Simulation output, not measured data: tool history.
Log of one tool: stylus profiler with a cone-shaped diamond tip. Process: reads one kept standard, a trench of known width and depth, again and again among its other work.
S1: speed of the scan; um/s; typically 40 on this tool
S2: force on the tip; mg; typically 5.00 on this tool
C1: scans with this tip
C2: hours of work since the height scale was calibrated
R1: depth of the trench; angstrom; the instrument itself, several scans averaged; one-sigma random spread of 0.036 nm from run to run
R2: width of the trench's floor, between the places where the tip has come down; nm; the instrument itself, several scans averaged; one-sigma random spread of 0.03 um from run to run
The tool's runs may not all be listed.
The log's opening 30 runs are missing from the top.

Run 31, day 17.092: usual settings but S1 58 um/s, S2 1.90 mg; C1 4531; C2 336. Result: R1 2015.5 angstrom, R2 27040 nm.
Run 32, day 17.567: usual settings but S1 11 um/s, S2 2.75 mg; C1 4608; C2 341. Result: R1 2019.9 angstrom, R2 27300 nm.
Run 33, day 17.983: usual settings but S1 11 um/s, S2 2.75 mg; C1 4674; C2 346. Result: R1 2019.7 angstrom, R2 27290 nm.
Run 34, day 18.750: usual settings but S1 21 um/s, S2 2.58 mg; C1 4797; C2 355. Result: R1 2018.8 angstrom, R2 27220 nm.
Run 35, day 19.262: usual settings but S2 3.53 mg; C1 4880; C2 361. Result: R1 2023.4 angstrom, R2 27060 nm.
Run 36, day 19.688: usual settings but S2 3.53 mg; C1 4948; C2 366. Result: R1 2023.2 angstrom, R2 27150 nm.
Run 37, day 20.433: usual settings but S1 12 um/s, S2 3.58 mg; C1 5068; C2 375. Result: R1 2024.0 angstrom, R2 27270 nm.
Run 38, day 20.867: usual settings but S1 36 um/s, S2 10.68 mg; C1 5138; C2 380. Result: R1 2051.0 angstrom, R2 27210 nm.
Run 39, day 21.267: usual settings but S1 10 um/s, S2 2.11 mg; C1 5202; C2 385. Result: R1 2016.6 angstrom, R2 27290 nm.
Run 40, day 21.679: usual settings but S1 10 um/s, S2 2.11 mg; C1 5268; C2 390. Result: R1 2016.0 angstrom, R2 27250 nm.
Run 41, day 22.392: usual settings but S1 10 um/s, S2 2.11 mg; C1 5383; C2 399. Result: R1 2016.5 angstrom, R2 27270 nm.
Run 42, day 22.867: usual settings but S1 44 um/s, S2 6.28 mg; C1 5459; C2 404. Result: R1 2035.7 angstrom, R2 27130 nm.
Run 43, day 23.288: usual settings but S1 44 um/s, S2 6.28 mg; C1 5526; C2 409. Result: R1 2035.1 angstrom, R2 27060 nm.
Run 44, day 23.604: usual settings but S1 68 um/s, S2 9.60 mg; C1 5578; C2 413. Result: R1 2047.1 angstrom, R2 27070 nm.
Run 45, day 24.267: usual settings but S1 74 um/s, S2 10.50 mg; C1 5684; C2 421. Result: R1 2050.8 angstrom, R2 27050 nm.

What if the next run were any one of these 3? Each begins from the tool's condition after run 45:
Run A, day 24.675: usual settings but S1 37 um/s, S2 12.65 mg; C1 5750; C2 426. Result: R1 ?, R2 ?.
Run B, day 24.675: usual settings but S1 47 um/s, S2 7.22 mg; C1 5750; C2 426. Result: R1 ?, R2 ?.
Run C, day 24.675: usual settings but S1 14 um/s, S2 3.01 mg; C1 5750; C2 426. Result: R1 ?, R2 ?.

run      R1     R2
  A  2057.5  27070
  B  2039.2  27030
  C  2020.4  27130
Take away the tool's hidden state, keep each run's random variation, and the runs would have read:
run      R1     R2
  A  2059.7  27900
  B  2041.3  27860
  C  2022.5  27960
